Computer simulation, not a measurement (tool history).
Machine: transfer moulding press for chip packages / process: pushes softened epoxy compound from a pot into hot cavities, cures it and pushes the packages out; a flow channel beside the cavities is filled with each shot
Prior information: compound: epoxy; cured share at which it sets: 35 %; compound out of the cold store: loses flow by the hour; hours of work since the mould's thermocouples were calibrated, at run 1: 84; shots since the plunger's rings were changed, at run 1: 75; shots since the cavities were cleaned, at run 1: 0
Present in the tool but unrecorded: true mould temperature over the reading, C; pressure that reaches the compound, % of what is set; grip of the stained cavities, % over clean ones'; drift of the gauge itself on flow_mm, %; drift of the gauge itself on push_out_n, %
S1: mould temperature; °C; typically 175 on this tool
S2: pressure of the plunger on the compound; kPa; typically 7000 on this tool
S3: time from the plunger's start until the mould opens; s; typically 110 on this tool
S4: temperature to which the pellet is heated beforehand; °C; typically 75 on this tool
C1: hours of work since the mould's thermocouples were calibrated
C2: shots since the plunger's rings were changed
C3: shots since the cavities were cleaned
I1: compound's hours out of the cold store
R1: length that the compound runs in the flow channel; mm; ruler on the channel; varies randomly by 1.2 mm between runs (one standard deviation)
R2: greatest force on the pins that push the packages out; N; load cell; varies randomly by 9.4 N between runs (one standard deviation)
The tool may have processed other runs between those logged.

run   hour   S1    S2   S3  S4   C1    C2   C3    I1   R1    R2
  1    0.0  175  7000  110  75   84    75    0  14.8  583   429
  2    8.3  175  7000  110  75   89   153   78  16.1  581   523
  3   24.9  175  7000  110  75   99   307  232  45.4  522   577
  4   33.9  175  7000  135  75  104   391  316  15.8  577   513
  5   52.6  175  7100  110  75  115   564  489  43.2  527   741
  6   67.3  175  7100  110  75  124   701  626  26.7  559   782
  7   82.6  175  7100  110  75  133   844  769  35.7  542   784
      84.9  -- cavities cleaned with cleaning compound and waxed
  8  101.3  177  7000   92  75  143  1003  152  43.0  517  1040
  9  117.0  177  5460  108  80  152  1150  299  39.6  463   773
 10  135.3  181  5460  108  82  163  1320  469  22.3  482   675

For each entry between runs, how does the tool's hidden state at the last listed run before it compare with that at the first listed run after it?
Run 7 -> run 8: cavities cleaned with cleaning compound and waxed (hour 84.9)
  true mould temperature over the reading, C: -0.13 -> -0.15; pressure that reaches the compound, % of what is set: 98.59 -> 98.36; grip of the stained cavities, % over clean ones': 92.5 -> 105.2
  what was measured, less what the result would be without the hidden state, R1: -3 -> -4 mm; R2: +378 -> +541 N
